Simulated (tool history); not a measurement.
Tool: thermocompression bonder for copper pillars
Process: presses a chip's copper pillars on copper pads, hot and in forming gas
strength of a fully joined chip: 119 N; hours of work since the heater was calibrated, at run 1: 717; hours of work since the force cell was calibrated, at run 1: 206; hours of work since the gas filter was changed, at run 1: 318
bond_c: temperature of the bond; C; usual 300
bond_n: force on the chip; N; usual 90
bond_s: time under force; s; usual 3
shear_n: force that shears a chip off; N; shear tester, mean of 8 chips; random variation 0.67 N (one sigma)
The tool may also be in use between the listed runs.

run,hour,bond_c,bond_n,bond_s,hours of work since the heater was calibrated,hours of work since the force cell was calibrated,hours of work since the gas filter was changed,shear_n
1,0.0,300,90,3,717,206,318,79.1
2,72.7,300,90,3,753,242,354,77.8
3,134.9,300,90,2,783,272,384,68.6
4,209.8,300,90,2,820,309,421,69.2
5,252.7,300,116,3,841,330,442,91.0
# hour 260.5: forming gas filter changed
6,297.6,300,90,3,863,352,18,77.6
7,332.9,300,90,3,880,369,36,78.0
8,401.0,287,90,3,914,403,69,69.4
9,485.0,287,90,3,955,444,110,69.5
10,524.4,300,132,3,974,463,129,96.8
11,591.5,300,132,3,1007,496,162,96.4
12,643.4,300,132,3,1033,521,188,96.9
13,689.8,306,73,2,1055,544,211,61.0
14,770.5,326,92,7,1095,584,250,108.2
15,814.8,326,92,5,1117,606,272,103.0
16,900.0,326,92,5,1158,647,314,101.8
17,941.6,319,90,3,1179,668,334,88.2
18,991.0,322,90,3,1203,692,358,88.8
19,1069.6,284,90,6,1242,731,397,81.0
20,1116.6,284,90,6,1265,754,420,81.5
# hour 1163.4: forming gas filter changed
21,1164.2,273,69,3,1288,777,0,47.3
22,1213.8,273,69,6,1312,801,25,61.0
23,1281.2,273,69,6,1345,834,58,61.4
24,1348.0,325,55,2,1378,867,91,57.3

5 ways to go on from here, each from the tool as it stands after run 24. What would each give?
# hour 1354.8: heater calibrated with a thermocouple chip
A,1384.4,283,126,3,15,884,107,?
# hour 1354.8: heater calibrated with a thermocouple chip
B,1384.4,300,126,7,15,884,107,?
# hour 1354.8: heater calibrated with a thermocouple chip
C,1384.4,310,55,2,15,884,107,?
# hour 1354.8: heater calibrated with a thermocouple chip
D,1384.4,325,92,9,15,884,107,?
# hour 1354.8: heater calibrated with a thermocouple chip
E,1384.4,325,74,3,15,884,107,?

run,shear_n
A,83.9
B,107.8
C,50.5
D,108.3
E,83.2
Without the tool's hidden state the same runs would have given:
run,shear_n
A,84.0
B,107.9
C,50.6
D,108.4
E,83.3

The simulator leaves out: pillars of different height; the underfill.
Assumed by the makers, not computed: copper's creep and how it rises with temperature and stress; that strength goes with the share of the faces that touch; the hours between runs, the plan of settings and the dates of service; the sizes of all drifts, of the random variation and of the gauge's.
